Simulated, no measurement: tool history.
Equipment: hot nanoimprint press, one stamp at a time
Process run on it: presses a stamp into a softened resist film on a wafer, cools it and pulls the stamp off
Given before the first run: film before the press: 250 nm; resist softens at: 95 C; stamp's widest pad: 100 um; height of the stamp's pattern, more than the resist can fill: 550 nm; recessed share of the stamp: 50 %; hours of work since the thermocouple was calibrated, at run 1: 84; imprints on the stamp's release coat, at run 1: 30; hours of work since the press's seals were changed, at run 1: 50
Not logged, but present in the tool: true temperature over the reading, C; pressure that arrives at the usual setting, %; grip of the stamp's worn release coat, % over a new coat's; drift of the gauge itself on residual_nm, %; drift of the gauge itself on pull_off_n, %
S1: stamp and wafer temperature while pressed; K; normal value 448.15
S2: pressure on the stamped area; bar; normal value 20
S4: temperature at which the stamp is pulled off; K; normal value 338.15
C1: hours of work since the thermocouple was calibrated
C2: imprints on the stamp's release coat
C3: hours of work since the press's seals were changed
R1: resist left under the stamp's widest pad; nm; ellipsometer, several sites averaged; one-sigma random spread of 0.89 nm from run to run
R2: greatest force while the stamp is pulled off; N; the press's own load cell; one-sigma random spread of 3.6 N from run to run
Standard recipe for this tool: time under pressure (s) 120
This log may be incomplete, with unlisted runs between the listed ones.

run 1 hour=0 | S1=448.15 S2=20 time_under_pressure_(s)=120 S4=338.15 | C1=84 C2=30 C3=50 | R1=145.1 R2=170
run 2 hour=9.5 | S1=448.15 S2=20 time_under_pressure_(s)=120 S4=338.15 | C1=89 C2=54 C3=55 | R1=144.5 R2=167
run 3 hour=14.8 | S1=445.15 S2=20 time_under_pressure_(s)=120 S4=338.15 | C1=92 C2=67 C3=57 | R1=159.5 R2=174
run 4 hour=19.3 | S1=448.15 S2=20 time_under_pressure_(s)=120 S4=338.15 | C1=94 C2=78 C3=60 | R1=143.6 R2=170
run 5 hour=28.4 | S1=448.15 S2=24.1 time_under_pressure_(s)=120 S4=338.15 | C1=99 C2=100 C3=64 | R1=131.1 R2=168
run 6 hour=32.5 | S1=448.15 S2=15.8 time_under_pressure_(s)=120 S4=338.15 | C1=101 C2=110 C3=66 | R1=159.5 R2=172
run 7 hour=40.6 | S1=448.15 S2=20 time_under_pressure_(s)=120 S4=338.15 | C1=105 C2=129 C3=71 | R1=143.7 R2=172
run 8 hour=46.6 | S1=444.15 S2=21.3 time_under_pressure_(s)=120 S4=333.15 | C1=108 C2=144 C3=74 | R1=156.8 R2=199
-- hour=50.1 plate thermocouple calibrated
run 9 hour=53.7 | S1=459.15 S2=19.2 time_under_pressure_(s)=120 S4=338.15 | C1=2 C2=154 C3=76 | R1=103.6 R2=170
run 10 hour=60.8 | S1=441.15 S2=19.2 time_under_pressure_(s)=120 S4=343.15 | C1=5 C2=171 C3=79 | R1=177.7 R2=155
run 11 hour=66.9 | S1=451.15 S2=19.2 time_under_pressure_(s)=239 S4=343.15 | C1=9 C2=186 C3=83 | R1=107.1 R2=157
-- hour=73.5 plate thermocouple calibrated, once more
run 12 hour=74.7 | S1=448.15 S2=21.1 time_under_pressure_(s)=178 S4=338.15 | C1=1 C2=198 C3=85 | R1=125.7 R2=179
run 13 hour=81.9 | S1=448.15 S2=15 time_under_pressure_(s)=178 S4=334.15 | C1=4 C2=216 C3=89 | R1=151.7 R2=194
run 14 hour=90.3 | S1=448.15 S2=15 time_under_pressure_(s)=178 S4=334.15 | C1=9 C2=236 C3=93 | R1=151 R2=190

Below, each run's measurement less what the same run would have read without the hidden state. Both values contain the same run-to-run variation, but the gauge's scatter may not be the same in both:
run=1 R1=-1.7 R2=+0
run=2 R1=-1.8 R2=+0
run=3 R1=-1.9 R2=+1
run=4 R1=-1.9 R2=+1
run=5 R1=-1.9 R2=+2
run=6 R1=-2 R2=+2
run=7 R1=-2.1 R2=+3
run=8 R1=-2.3 R2=+4
run=9 R1=-2.2 R2=+4
run=10 R1=-3.3 R2=+3
run=11 R1=-2.6 R2=+3
run=12 R1=+0.1 R2=+7
run=13 R1=+0 R2=+8
run=14 R1=-0.2 R2=+9
